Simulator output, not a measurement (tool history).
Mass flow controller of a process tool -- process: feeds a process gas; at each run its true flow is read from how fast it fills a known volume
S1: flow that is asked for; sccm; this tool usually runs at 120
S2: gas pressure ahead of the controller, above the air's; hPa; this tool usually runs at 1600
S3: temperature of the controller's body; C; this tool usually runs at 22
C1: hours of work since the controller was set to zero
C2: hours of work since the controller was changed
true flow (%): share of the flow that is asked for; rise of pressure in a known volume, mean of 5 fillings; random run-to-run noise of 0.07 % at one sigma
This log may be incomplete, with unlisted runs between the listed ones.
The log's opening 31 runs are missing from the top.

Run 32, hour 10317.8: usual settings but S1 25 sccm, S2 1800 hPa, S3 27 C; C1 408; C2 408. Result: true flow (%) 98.23.
Run 33, hour 10592.6: usual settings but S1 25 sccm, S2 1800 hPa, S3 27 C; C1 493; C2 493. Result: true flow (%) 98.35.
Run 34, hour 10984.1: usual settings but S1 74 sccm, S2 1800 hPa, S3 28 C; C1 616; C2 616. Result: true flow (%) 98.62.
Run 35, hour 11281.4: usual settings but S1 74 sccm, S2 1800 hPa, S3 28 C; C1 709; C2 709. Result: true flow (%) 98.79.
Run 36, hour 11539.8: usual settings but S1 35 sccm, S2 1570 hPa, S3 34 C; C1 789; C2 789. Result: true flow (%) 98.83.
Run 37, hour 11792.8: usual settings but S1 150 sccm, S3 29 C; C1 868; C2 868. Result: true flow (%) 99.93.
Run 38, hour 12209.6: usual settings but S1 150 sccm, S3 29 C; C1 999; C2 999. Result: true flow (%) 100.06.
Run 39, hour 12534.8: usual settings but S2 2690 hPa, S3 26 C; C1 1100; C2 1100. Result: true flow (%) 100.06.
Run 40, hour 12870.8: usual settings but S2 2690 hPa, S3 31 C; C1 1205; C2 1205. Result: true flow (%) 100.54.
Run 41, hour 13142: usual settings but S2 2690 hPa, S3 31 C; C1 1290; C2 1290. Result: true flow (%) 100.53.

Forecast each of these 3 alternatives for the next run:
Run A, hour 13556.7: usual settings but S1 106 sccm, S2 1880 hPa; C1 1419; C2 1419. Result: true flow (%) ?.
Run B, hour 13556.7: usual settings but S1 196 sccm, S2 2190 hPa; C1 1419; C2 1419. Result: true flow (%) ?.
Run C, hour 13556.7: usual settings but S1 23 sccm, S2 2290 hPa, S3 31 C; C1 1419; C2 1419. Result: true flow (%) ?.

run  true flow (%)
  A          99.68
  B         101.11
  C         100.03
The same runs, with their run-to-run variation unchanged, on a tool lacking any hidden condition would have given:
run  true flow (%)
  A          98.33
  B          99.93
  C           97.4
